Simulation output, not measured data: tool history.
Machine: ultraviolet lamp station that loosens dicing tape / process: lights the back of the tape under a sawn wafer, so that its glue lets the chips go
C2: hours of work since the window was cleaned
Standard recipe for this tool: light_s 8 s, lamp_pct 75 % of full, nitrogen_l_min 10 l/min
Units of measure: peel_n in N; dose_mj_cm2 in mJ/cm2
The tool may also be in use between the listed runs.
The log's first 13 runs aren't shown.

Run 14, hour 315.1: usual settings; hours of work of the lamp 980; C2 410. Result: peel_n 2.164 N, dose_mj_cm2 258 mJ/cm2.
Run 15, hour 348.5: usual settings; hours of work of the lamp 1000; C2 431. Result: peel_n 2.171 N, dose_mj_cm2 253 mJ/cm2.
Run 16, hour 382.6: usual settings; hours of work of the lamp 1021; C2 452. Result: peel_n 2.216 N, dose_mj_cm2 251 mJ/cm2.
Run 17, hour 398.3: usual settings; hours of work of the lamp 1031; C2 461. Result: peel_n 2.193 N, dose_mj_cm2 249 mJ/cm2.
Run 18, hour 419.3: usual settings; hours of work of the lamp 1044; C2 474. Result: peel_n 2.253 N, dose_mj_cm2 247 mJ/cm2.
Run 19, hour 447.5: usual settings; hours of work of the lamp 1061; C2 491. Result: peel_n 2.270 N, dose_mj_cm2 245 mJ/cm2.
At hour 453.7: lamp changed.
Run 20, hour 473.1: usual settings; hours of work of the lamp 12; C2 506. Result: peel_n 1.175 N, dose_mj_cm2 388 mJ/cm2.
Run 21, hour 500.0: usual settings; hours of work of the lamp 28; C2 522. Result: peel_n 1.160 N, dose_mj_cm2 386 mJ/cm2.
At hour 517.6: window cleaned of glue's vapour.
Run 22, hour 530.4: usual settings; hours of work of the lamp 46; C2 8. Result: peel_n 1.038 N, dose_mj_cm2 411 mJ/cm2.
Run 23, hour 563.5: usual settings; hours of work of the lamp 67; C2 28. Result: peel_n 1.067 N, dose_mj_cm2 406 mJ/cm2.
Run 24, hour 587.0: usual settings but light_s 14 s, lamp_pct 93 % of full; hours of work of the lamp 81; C2 42. Result: peel_n 0.227 N, dose_mj_cm2 866 mJ/cm2.
Run 25, hour 607.5: usual settings but light_s 6 s, lamp_pct 73 % of full, nitrogen_l_min 9 l/min; hours of work of the lamp 93; C2 55. Result: peel_n 1.868 N, dose_mj_cm2 296 mJ/cm2.
Run 26, hour 640.5: usual settings but light_s 6 s, lamp_pct 73 % of full, nitrogen_l_min 9 l/min; hours of work of the lamp 113; C2 75. Result: peel_n 1.857 N, dose_mj_cm2 288 mJ/cm2.
Run 27, hour 672.0: usual settings but light_s 6 s, lamp_pct 92 % of full, nitrogen_l_min 3 l/min; hours of work of the lamp 133; C2 94. Result: peel_n 2.151 N, dose_mj_cm2 361 mJ/cm2.
Run 28, hour 693.6: usual settings but light_s 6 s, lamp_pct 92 % of full, nitrogen_l_min 3 l/min; hours of work of the lamp 146; C2 107. Result: peel_n 2.157 N, dose_mj_cm2 359 mJ/cm2.
Run 29, hour 717.4: usual settings but light_s 9 s, lamp_pct 74 % of full, nitrogen_l_min 5 l/min; hours of work of the lamp 160; C2 122. Result: peel_n 1.304 N, dose_mj_cm2 431 mJ/cm2.
Run 30, hour 746.4: usual settings but light_s 9 s, lamp_pct 74 % of full, nitrogen_l_min 5 l/min; hours of work of the lamp 178; C2 139. Result: peel_n 1.362 N, dose_mj_cm2 428 mJ/cm2.
Run 31, hour 768.7: usual settings but light_s 9 s, lamp_pct 74 % of full, nitrogen_l_min 5 l/min; hours of work of the lamp 191; C2 153. Result: peel_n 1.372 N, dose_mj_cm2 428 mJ/cm2.
Run 32, hour 796.8: usual settings but light_s 9 s, lamp_pct 66 % of full; hours of work of the lamp 209; C2 170. Result: peel_n 1.211 N, dose_mj_cm2 373 mJ/cm2.
Run 33, hour 827.5: usual settings but light_s 9 s, lamp_pct 66 % of full; hours of work of the lamp 227; C2 189. Result: peel_n 1.216 N, dose_mj_cm2 378 mJ/cm2.
Run 34, hour 854.0: usual settings but light_s 9 s, lamp_pct 66 % of full; hours of work of the lamp 243; C2 205. Result: peel_n 1.254 N, dose_mj_cm2 364 mJ/cm2.

Run 35 is up next; what results do you expect?
Run 35, hour 888.3: usual settings but light_s 14 s, lamp_pct 80 % of full, nitrogen_l_min 11 l/min; hours of work of the lamp 264; C2 226. Result: peel_n ?, dose_mj_cm2 ?.

Run 35 came out at peel_n 0.330 N, dose_mj_cm2 688 mJ/cm2.
With no hidden state in the tool, this same run would have given peel_n 0.261 N, dose_mj_cm2 777 mJ/cm2.
